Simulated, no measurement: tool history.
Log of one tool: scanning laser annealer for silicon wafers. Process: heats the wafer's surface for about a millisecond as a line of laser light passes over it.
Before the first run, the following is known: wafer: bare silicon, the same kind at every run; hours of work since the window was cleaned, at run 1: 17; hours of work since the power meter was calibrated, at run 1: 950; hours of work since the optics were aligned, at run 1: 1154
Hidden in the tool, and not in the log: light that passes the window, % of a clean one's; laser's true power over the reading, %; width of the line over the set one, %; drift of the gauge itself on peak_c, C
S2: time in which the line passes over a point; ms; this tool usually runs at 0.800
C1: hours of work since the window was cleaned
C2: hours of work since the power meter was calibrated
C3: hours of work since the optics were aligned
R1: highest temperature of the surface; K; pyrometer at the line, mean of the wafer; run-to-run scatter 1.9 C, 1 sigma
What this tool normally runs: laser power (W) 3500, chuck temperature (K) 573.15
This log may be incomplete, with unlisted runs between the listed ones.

Run 1, hour 0.0: usual settings; C1 17; C2 950; C3 1154. Result: R1 1422.15 K.
Run 2, hour 95.7: usual settings; C1 93; C2 1026; C3 1230. Result: R1 1423.15 K.
Run 3, hour 152.7: usual settings; C1 138; C2 1071; C3 1275. Result: R1 1419.15 K.
Run 4, hour 233.3: usual settings but S2 0.802 ms; C1 202; C2 1135; C3 1339. Result: R1 1419.15 K.
Run 5, hour 308.7: usual settings but S2 0.802 ms; C1 262; C2 1195; C3 1399. Result: R1 1418.15 K.
At hour 352.4: optics aligned, line set to its width.
Run 6, hour 352.4: usual settings; C1 293; C2 1226; C3 0. Result: R1 1422.15 K.
Run 7, hour 442.5: usual settings but S2 0.600 ms; C1 364; C2 1297; C3 71. Result: R1 1325.15 K.
Run 8, hour 486.7: usual settings but S2 0.600 ms; C1 399; C2 1332; C3 107. Result: R1 1324.15 K.
Run 9, hour 563.5: usual settings but S2 0.600 ms; C1 460; C2 1393; C3 168. Result: R1 1322.15 K.
Run 10, hour 617.4: usual settings but S2 0.600 ms; C1 503; C2 1436; C3 210. Result: R1 1322.15 K.
Run 11, hour 668.7: usual settings but S2 0.600 ms; C1 544; C2 1477; C3 251. Result: R1 1321.15 K.
Run 12, hour 760.4: usual settings but laser power (W) 3324, S2 0.799 ms, chuck temperature (K) 559.15; C1 616; C2 1549; C3 324. Result: R1 1358.15 K.
Run 13, hour 810.3: usual settings but laser power (W) 3324, S2 0.799 ms, chuck temperature (K) 559.15; C1 656; C2 1589; C3 363. Result: R1 1354.15 K.
Run 14, hour 861.3: usual settings but laser power (W) 3324, S2 0.799 ms, chuck temperature (K) 559.15; C1 696; C2 1629; C3 404. Result: R1 1353.15 K.
At hour 869.8: laser's power meter calibrated.
At hour 907.4: window over the wafer cleaned.
Run 15, hour 912.5: usual settings but laser power (W) 3759, S2 0.756 ms, chuck temperature (K) 554.15; C1 4; C2 32; C3 441. Result: R1 1477.15 K.
Run 16, hour 975.3: usual settings but laser power (W) 3759, S2 0.801 ms, chuck temperature (K) 582.15; C1 54; C2 82; C3 490. Result: R1 1525.15 K.
Run 17, hour 1034.2: usual settings but laser power (W) 3759, S2 0.801 ms, chuck temperature (K) 582.15; C1 101; C2 129; C3 537. Result: R1 1526.15 K.
At hour 1047.8: laser's power meter calibrated, once more.
Run 18, hour 1111.0: usual settings but chuck temperature (K) 575.15; C1 159; C2 50; C3 596. Result: R1 1415.15 K.
Run 19, hour 1169.6: usual settings but laser power (W) 3422, S2 0.755 ms; C1 206; C2 97; C3 642. Result: R1 1373.15 K.

Here are 4 independent what-if runs from the current tool condition. What would each one return?
Run A, hour 1225.8: usual settings but laser power (W) 3400, S2 0.897 ms; C1 250; C2 141; C3 687. Result: R1 ?.
Run B, hour 1225.8: usual settings but laser power (W) 3039, S2 0.563 ms, chuck temperature (K) 612.15; C1 250; C2 141; C3 687. Result: R1 ?.
Run C, hour 1225.8: usual settings but laser power (W) 3662, S2 0.755 ms, chuck temperature (K) 597.15; C1 250; C2 141; C3 687. Result: R1 ?.
Run D, hour 1225.8: usual settings but laser power (W) 3063, S2 0.967 ms, chuck temperature (K) 551.15; C1 250; C2 141; C3 687. Result: R1 ?.

run       R1
  A  1428.15
  B  1234.15
  C  1460.15
  D  1335.15
What these runs would have given with no unlogged condition in the tool:
run       R1
  A  1436.15
  B  1240.15
  C  1468.15
  D  1342.15

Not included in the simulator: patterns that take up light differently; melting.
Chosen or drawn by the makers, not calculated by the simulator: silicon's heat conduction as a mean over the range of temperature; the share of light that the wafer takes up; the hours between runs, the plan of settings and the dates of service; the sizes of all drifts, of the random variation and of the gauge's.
